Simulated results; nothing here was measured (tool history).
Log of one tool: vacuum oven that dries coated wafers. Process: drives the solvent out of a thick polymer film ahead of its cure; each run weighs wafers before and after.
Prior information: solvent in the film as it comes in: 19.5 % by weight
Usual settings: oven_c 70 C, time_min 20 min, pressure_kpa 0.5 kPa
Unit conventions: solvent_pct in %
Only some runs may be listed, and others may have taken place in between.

run    hour  oven_c  time_min  pressure_kpa  solvent_pct
  1       0      70        20           0.5         1.04
  2    85.1      70        20           0.5         1.04
  3   186.8      70        20           0.5         1.09
  4   286.2      70        20           0.5         1.07
  5   395.6      70        20           0.5         1.08
  6   510.1      70        20           0.5          1.1
  7   618.4      70        20           0.5         1.13
  8   706.9      70        20           0.5         1.14
  9   811.7      70        20           0.5         1.13
 10   912.5      70        20           0.5         1.18
 11   973.4      70        20           0.5         1.14
 12  1061.2      70        20           0.5         1.18
 13  1171.4      70        20           0.5         1.18
 14  1280.8      70        20           0.5         1.24
     1351.6  -- vacuum gauge cleaned of residue and calibrated
 15    1367      70        20           0.5         1.08
     1384.6  -- oven's thermocouples calibrated
 16  1469.3      70        29           0.5         0.42
 17  1586.5      70        29           0.5          0.4
 18  1694.3      72        20           0.5         0.76
 19  1761.9      70        20         0.299         0.85
 20  1819.7      70        20         0.299          0.9
 21  1929.6      70        20           0.3         0.92
 22  2009.9      70        20           0.3         0.92
 23  2079.2      70        19           0.3         1.04
 24  2135.9      70        20           0.5         0.97
 25  2196.2      70        20           0.5         0.98
 26  2258.8      56        20         1.086         4.16
 27  2375.8      65        29         1.086         1.15
 28  2488.6      60        29         1.086         1.85
 29  2604.5      60        29         0.354         1.36
 30  2674.7      60        29         0.354          1.4
 31  2787.9      78        28         0.745         0.32
 32  2835.8      71        18         0.695         1.28
 33  2930.3      70        20         0.768         1.23
 34  2980.8      70        20         0.768         1.18
 35  3090.2      70        26         0.358         0.58
 36    3144      70        26         0.358         0.57
 37  3193.9      70        12         0.421         2.97
 38  3289.7      61        13          1.18         5.33
 39  3371.7      75        26         0.316         0.29
 40    3440      75        22         0.316         0.45
 41  3504.9      60        13          0.52         5.31
     3523.8  -- oven's thermocouples calibrated
 42  3562.9      60        13          0.52         4.87
 43  3611.4      60        13          0.52         4.95
 44    3697      58        24         0.403         2.38
 45  3759.1      58        24         0.403         2.36
 46  3860.3      75        29         0.403         0.27
 47  3916.7      74        11          0.31         2.21

How would selected steps in solvent_pct from run to run divide? Give the signed amount a tool lacking its hidden state would still show from settings, what came in and random variation, and the signed amount left for the hidden state, including any gauge scatter that is not in both of the compared results.
Hidden conditions of the tool in this case: true wafer temperature over the reading, C; true pressure over the reading, kPa; drift of the gauge itself on solvent_pct, %.
Run 25 -> 26: oven_c 70 -> 56, pressure_kpa 0.5 -> 1.086. solvent_pct +3.18 %: hidden state +0.15, all else +3.03.
Run 38 -> 39: oven_c 61 -> 75, time_min 13 -> 26, pressure_kpa 1.18 -> 0.316. solvent_pct -5.04 %: hidden state -0.41, all else -4.63.
Run 40 -> 41: oven_c 75 -> 60, time_min 22 -> 13, pressure_kpa 0.316 -> 0.52. solvent_pct +4.86 %: hidden state +0.42, all else +4.44.
Run 41 -> 42: oven's thermocouples calibrated. solvent_pct -0.44 %: hidden state -0.42, all else -0.02.

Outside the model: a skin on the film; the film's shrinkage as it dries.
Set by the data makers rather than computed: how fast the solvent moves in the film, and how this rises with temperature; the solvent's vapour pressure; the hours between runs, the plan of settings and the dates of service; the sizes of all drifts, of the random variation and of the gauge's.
